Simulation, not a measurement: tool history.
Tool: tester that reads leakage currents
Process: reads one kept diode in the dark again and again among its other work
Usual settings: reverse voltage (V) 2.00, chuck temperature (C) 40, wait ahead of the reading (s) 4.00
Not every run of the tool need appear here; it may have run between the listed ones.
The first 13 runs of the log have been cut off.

run	hour	reverse voltage (V)	chuck temperature (C)	wait ahead of the reading (s)	hours of work since the probe card was cleaned	hours of work since the tester was calibrated	hours of work since the chuck was calibrated	current that the tester gives (pA)
14	1557.3	2.00	40	6.23	530	1133	224	99.35
15	1702.8	2.00	40	4.00	646	1249	340	95.86
16	1813.3	2.00	40	4.00	734	1337	429	93.24
# hour 1924.4: chuck's temperature calibrated
17	1987.0	2.00	37	4.00	871	1475	50	84.54
18	2132.6	2.00	40	4.00	988	1591	166	101.73
19	2227.2	2.00	40	4.00	1063	1667	242	99.55
20	2369.7	2.00	40	4.00	1177	1780	356	96.48
21	2539.6	1.46	39	1.43	1313	1916	492	74.55
# hour 2568.5: chuck's temperature calibrated
22	2703.3	2.00	40	6.79	1442	2045	108	105.14
23	2789.4	5.12	50	5.00	1511	2114	177	332.10
24	2936.3	5.12	50	5.00	1629	2232	294	321.97
25	3071.0	10.39	38	1.90	1736	2339	402	196.31
26	3179.1	14.83	39	8.31	1823	2426	488	246.49
# hour 3215.4: chuck's temperature calibrated
27	3360.1	3.15	59	4.00	1966	2569	116	485.79
28	3532.1	8.39	40	5.81	2103	2706	253	211.01
29	3691.8	2.63	40	0.48	2231	2834	381	113.66
30	3851.6	1.88	40	0.69	2358	2962	509	92.17
# hour 3864.7: chuck's temperature calibrated
31	3936.0	1.84	35	4.30	2424	3027	57	71.90
32	4020.6	7.52	25	2.19	2492	3095	125	75.94
33	4198.6	2.94	54	0.72	2634	3237	267	327.60
# hour 4218.1: probe card cleaned and baked
34	4293.5	2.46	32	0.72	60	3311	340	58.54
35	4392.3	2.46	32	0.72	139	3390	419	57.73
36	4495.6	2.46	32	0.72	222	3472	502	56.22
# hour 4518.8: chuck's temperature calibrated
37	4638.7	3.13	35	2.27	335	3585	96	88.53

Consider 5 possible next runs. They are alternatives, not a sequence: every one starts from the tool as it was left by run 37. What does each give?
A	4782.5	16.22	35	2.27	449	3700	211	?
B	4782.5	4.75	40	4.00	449	3700	211	?
C	4782.5	2.00	28	4.00	449	3700	211	?
D	4782.5	2.00	40	2.76	449	3700	211	?
E	4782.5	3.91	36	0.70	449	3700	211	?

run	current that the tester gives (pA)
A	195.57
B	152.60
C	40.24
D	99.97
E	104.90
Stripped of hidden state, with their random variation kept, the same runs would have yielded:
run	current that the tester gives (pA)
A	199.77
B	158.54
C	41.75
D	104.26
E	108.82

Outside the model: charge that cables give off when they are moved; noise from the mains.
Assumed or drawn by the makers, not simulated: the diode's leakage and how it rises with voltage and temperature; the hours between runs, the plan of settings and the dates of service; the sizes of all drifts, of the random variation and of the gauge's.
